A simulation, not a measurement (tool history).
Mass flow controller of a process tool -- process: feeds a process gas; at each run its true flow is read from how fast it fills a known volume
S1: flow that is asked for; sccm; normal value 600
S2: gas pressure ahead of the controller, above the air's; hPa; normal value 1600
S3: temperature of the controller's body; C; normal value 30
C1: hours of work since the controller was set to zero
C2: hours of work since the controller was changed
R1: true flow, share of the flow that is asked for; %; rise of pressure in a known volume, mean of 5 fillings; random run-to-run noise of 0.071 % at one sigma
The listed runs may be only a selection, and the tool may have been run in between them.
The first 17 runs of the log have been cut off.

run 18 day=49.667 | S1=369 S2=2480 S3=39 | C1=70 C2=1657 | R1=100.22
run 19 day=52.979 | S1=600 S2=1440 S3=30 | C1=114 C2=1701 | R1=99.67
run 20 day=54.633 | S1=600 S2=1440 S3=30 | C1=136 C2=1723 | R1=99.86
run 21 day=58.304 | S1=445 S2=1600 S3=30 | C1=184 C2=1771 | R1=99.65
run 22 day=62.229 | S1=445 S2=1920 S3=30 | C1=236 C2=1823 | R1=99.64
run 23 day=65.600 | S1=600 S2=1600 S3=22 | C1=280 C2=1867 | R1=99.03
run 24 day=67.633 | S1=141 S2=2270 S3=30 | C1=307 C2=1894 | R1=99.60
run 25 day=71.342 | S1=141 S2=2270 S3=30 | C1=356 C2=1943 | R1=99.70
run 26 day=73.433 | S1=141 S2=2210 S3=22 | C1=383 C2=1970 | R1=98.98
run 27 day=76.896 | S1=141 S2=2210 S3=22 | C1=429 C2=2016 | R1=99.06
run 28 day=80.012 | S1=675 S2=2210 S3=35 | C1=470 C2=2057 | R1=100.20
run 29 day=82.117 | S1=103 S2=2510 S3=21 | C1=498 C2=2085 | R1=99.18
run 30 day=83.838 | S1=103 S2=2510 S3=21 | C1=521 C2=2107 | R1=99.30

Here are 5 independent what-if runs from the current tool condition. What would each one return?
run A day=86.158 | S1=130 S2=2070 S3=24 | C1=551 C2=2138 | R1=?
run B day=86.158 | S1=329 S2=1600 S3=40 | C1=551 C2=2138 | R1=?
run C day=86.158 | S1=600 S2=1600 S3=20 | C1=551 C2=2138 | R1=?
run D day=86.158 | S1=600 S2=2210 S3=30 | C1=551 C2=2138 | R1=?
run E day=86.158 | S1=103 S2=2510 S3=25 | C1=551 C2=2138 | R1=?

run=A R1=99.32
run=B R1=100.64
run=C R1=98.91
run=D R1=99.84
run=E R1=99.72
What these runs would have given with no unlogged condition in the tool:
run=A R1=98.61
run=B R1=100.61
run=C R1=99.09
run=D R1=100.02
run=E R1=98.72
